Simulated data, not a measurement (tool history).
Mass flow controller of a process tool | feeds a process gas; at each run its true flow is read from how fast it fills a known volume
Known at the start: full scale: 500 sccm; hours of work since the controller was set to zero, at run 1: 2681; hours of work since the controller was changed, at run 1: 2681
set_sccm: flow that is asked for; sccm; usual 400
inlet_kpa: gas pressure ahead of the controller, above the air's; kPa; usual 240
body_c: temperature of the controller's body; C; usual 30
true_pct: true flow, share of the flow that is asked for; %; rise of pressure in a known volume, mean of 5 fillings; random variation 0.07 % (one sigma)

run    hour  set_sccm  inlet_kpa  body_c  hours of work since the controller was set to zero  hours of work since the controller was changed  true_pct
  1     0.0       400        240      30                                                2681                                            2681     99.28
  2   120.9       400        240      30                                                2736                                            2736     99.29
  3   232.4       400        240      30                                                2787                                            2787     99.31
  4   331.9       400        240      30                                                2833                                            2833     99.29
  5   443.1       400        240      30                                                2884                                            2884     99.30
  6   578.3       400        240      30                                                2946                                            2946     99.20
  7   695.0       400        149      30                                                2999                                            2999     99.04
  8   842.7       400        141      30                                                3067                                            3067     99.04
  9   934.8       240        240      30                                                3109                                            3109     98.22
 10  1022.9       240        240      30                                                3150                                            3150     98.21
 11  1140.0       240        240      30                                                3203                                            3203     98.50
 12  1235.9       240        240      30                                                3247                                            3247     98.28
 13  1319.2       400        240      30                                                3285                                            3285     99.28
 14  1398.4       400        240      30                                                3322                                            3322     99.28
 15  1531.2       400        240      30                                                3383                                            3383     99.30
 16  1604.4       400        240      30                                                3416                                            3416     99.22
 17  1741.7       400        240      30                                                3479                                            3479     99.25
 18  1889.0       400        240      30                                                3547                                            3547     99.37
 19  1984.9       400        240      30                                                3591                                            3591     99.34
 20  2089.7        94        240      30                                                3639                                            3639     97.41
 21  2163.3        94        240      30                                                3672                                            3672     97.39
 22  2229.9       400        250      30                                                3703                                            3703     99.43
 23  2366.0       400        250      30                                                3765                                            3765     99.40
 24  2446.8       441        192      21                                                3802                                            3802     99.74
 25  2592.5       100        202      28                                                3869                                            3869     97.40
 26  2705.1       372        236      26                                                3921                                            3921     99.23
 27  2834.7        57        227      32                                                3980                                            3980     96.99
 28  2940.0        57        227      32                                                4028                                            4028     97.05
 29  3008.3        57        227      32                                                4060                                            4060     97.04
 30  3094.6       400        219      29                                                4099                                            4099     99.07
 31  3173.9       400        168      30                                                4136                                            4136     99.12
 32  3312.0       152        174      30                                                4199                                            4199     97.52
 33  3404.9       255        236      30                                                4241                                            4241     98.39
 34  3471.2       400        235      24                                                4272                                            4272     99.60
 35  3592.8       400        260      21                                                4328                                            4328     99.78
 36  3705.6       141        171      22                                                4379                                            4379     97.72
 37  3796.4       141        171      22                                                4421                                            4421     97.77
 38  3931.9       141        149      34                                                4483                                            4483     97.30
 39  4081.6        96        224      22                                                4552                                            4552     97.52
 40  4197.9        96        224      22                                                4605                                            4605     97.64
 41  4323.8       400        240      25                                                4663                                            4663     99.39

5 ways to go on from here, each from the tool as it stands after run 41. What would each give?
  A  4440.1        67        177      30                                                4716                                            4716         ?
  B  4440.1       400        240      25                                                4716                                            4716         ?
  C  4440.1       116        150      30                                                4716                                            4716         ?
  D  4440.1       391        188      31                                                4716                                            4716         ?
  E  4440.1       255        240      25                                                4716                                            4716         ?

run  true_pct
  A     96.95
  B     99.52
  C     97.11
  D     98.92
  E     98.56
Without the tool's hidden state the same runs would have given:
run  true_pct
  A     96.97
  B     99.53
  C     97.13
  D     98.93
  E     98.57

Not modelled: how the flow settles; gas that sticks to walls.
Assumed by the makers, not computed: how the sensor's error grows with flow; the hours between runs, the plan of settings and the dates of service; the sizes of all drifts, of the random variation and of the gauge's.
